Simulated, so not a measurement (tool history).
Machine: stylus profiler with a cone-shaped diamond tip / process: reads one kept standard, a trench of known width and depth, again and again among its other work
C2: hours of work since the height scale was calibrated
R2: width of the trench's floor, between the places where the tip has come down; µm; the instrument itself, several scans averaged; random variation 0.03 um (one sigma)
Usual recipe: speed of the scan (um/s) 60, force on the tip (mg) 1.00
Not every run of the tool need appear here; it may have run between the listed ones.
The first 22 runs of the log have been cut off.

Run 23, hour 1752.0: usual settings but force on the tip (mg) 0.72; scans with this tip 14958; C2 585. Result: depth of the trench (nm) 1007.53, R2 45.65 µm.
Run 24, hour 1832.4: usual settings but force on the tip (mg) 0.72; scans with this tip 15253; C2 639. Result: depth of the trench (nm) 1007.94, R2 45.69 µm.
Run 25, hour 1941.0: usual settings but speed of the scan (um/s) 105, force on the tip (mg) 1.81; scans with this tip 15651; C2 712. Result: depth of the trench (nm) 1014.35, R2 45.66 µm.
Run 26, hour 2001.9: usual settings but speed of the scan (um/s) 150, force on the tip (mg) 1.47; scans with this tip 15875; C2 752. Result: depth of the trench (nm) 1012.28, R2 45.50 µm.
Run 27, hour 2112.7: usual settings but speed of the scan (um/s) 118, force on the tip (mg) 0.98; scans with this tip 16281; C2 827. Result: depth of the trench (nm) 1009.78, R2 45.47 µm.
Run 28, hour 2183.2: usual settings but speed of the scan (um/s) 50, force on the tip (mg) 0.96; scans with this tip 16540; C2 874. Result: depth of the trench (nm) 1009.03, R2 45.78 µm.
Run 29, hour 2300.2: usual settings but speed of the scan (um/s) 61, force on the tip (mg) 0.65; scans with this tip 16969; C2 952. Result: depth of the trench (nm) 1006.96, R2 45.69 µm.
Run 30, hour 2394.4: usual settings but speed of the scan (um/s) 45, force on the tip (mg) 2.69; scans with this tip 17315; C2 1015. Result: depth of the trench (nm) 1018.46, R2 45.86 µm.
At hour 2444.0: height scale calibrated on a step standard.
Run 31, hour 2490.7: usual settings but force on the tip (mg) 0.57; scans with this tip 17666; C2 31. Result: depth of the trench (nm) 1006.53, R2 45.63 µm.
At hour 2533.5: new tip fitted, height scale calibrated.
Run 32, hour 2604.8: usual settings but force on the tip (mg) 0.57; scans with this tip 262; C2 48. Result: depth of the trench (nm) 1006.43, R2 45.70 µm.
Run 33, hour 2714.6: usual settings but speed of the scan (um/s) 22, force on the tip (mg) 1.67; scans with this tip 665; C2 121. Result: depth of the trench (nm) 1013.65, R2 45.93 µm.
Run 34, hour 2817.4: usual settings but speed of the scan (um/s) 22, force on the tip (mg) 1.67; scans with this tip 1042; C2 190. Result: depth of the trench (nm) 1013.30, R2 45.92 µm.
Run 35, hour 2881.8: usual settings but speed of the scan (um/s) 164, force on the tip (mg) 0.41; scans with this tip 1279; C2 233. Result: depth of the trench (nm) 1005.40, R2 44.97 µm.
Run 36, hour 2958.4: usual settings but speed of the scan (um/s) 164, force on the tip (mg) 0.41; scans with this tip 1559; C2 284. Result: depth of the trench (nm) 1005.58, R2 44.92 µm.
Run 37, hour 3034.3: usual settings but speed of the scan (um/s) 77, force on the tip (mg) 1.95; scans with this tip 1838; C2 335. Result: depth of the trench (nm) 1014.86, R2 45.75 µm.
Run 38, hour 3134.8: usual settings but speed of the scan (um/s) 30, force on the tip (mg) 1.95; scans with this tip 2207; C2 402. Result: depth of the trench (nm) 1014.91, R2 45.90 µm.
Run 39, hour 3223.8: usual settings but speed of the scan (um/s) 127, force on the tip (mg) 2.49; scans with this tip 2534; C2 461. Result: depth of the trench (nm) 1017.83, R2 45.72 µm.
Run 40, hour 3288.0: usual settings but speed of the scan (um/s) 44, force on the tip (mg) 1.67; scans with this tip 2769; C2 504. Result: depth of the trench (nm) 1013.28, R2 45.86 µm.
Run 41, hour 3357.5: usual settings but speed of the scan (um/s) 20; scans with this tip 3024; C2 551. Result: depth of the trench (nm) 1009.52, R2 45.93 µm.
Run 42, hour 3419.6: usual settings but speed of the scan (um/s) 20; scans with this tip 3252; C2 592. Result: depth of the trench (nm) 1009.75, R2 45.92 µm.
Run 43, hour 3480.8: usual settings but speed of the scan (um/s) 23, force on the tip (mg) 0.47; scans with this tip 3476; C2 633. Result: depth of the trench (nm) 1005.95, R2 45.87 µm.
Run 44, hour 3565.5: usual settings but speed of the scan (um/s) 23, force on the tip (mg) 0.47; scans with this tip 3788; C2 690. Result: depth of the trench (nm) 1005.70, R2 45.87 µm.
Run 45, hour 3635.5: usual settings but speed of the scan (um/s) 24, force on the tip (mg) 0.43; scans with this tip 4044; C2 736. Result: depth of the trench (nm) 1005.55, R2 45.83 µm.

Each row is a separate what-if for the run after 45, all from the same tool condition, not one after another. Results?
Run A, hour 3732.9: usual settings but speed of the scan (um/s) 21, force on the tip (mg) 0.45; scans with this tip 4402; C2 802. Result: depth of the trench (nm) ?, R2 ?.
Run B, hour 3732.9: usual settings but speed of the scan (um/s) 44, force on the tip (mg) 1.28; scans with this tip 4402; C2 802. Result: depth of the trench (nm) ?, R2 ?.
Run C, hour 3732.9: usual settings but speed of the scan (um/s) 222, force on the tip (mg) 0.43; scans with this tip 4402; C2 802. Result: depth of the trench (nm) ?, R2 ?.

run  depth of the trench (nm)     R2
  A                   1005.60  45.86
  B                   1011.26  45.85
  C                   1005.68  44.60
With the hidden condition removed and each run's random variation left untouched, the same runs would have given:
run  depth of the trench (nm)     R2
  A                   1005.56  45.87
  B                   1011.22  45.86
  C                   1005.64  44.61
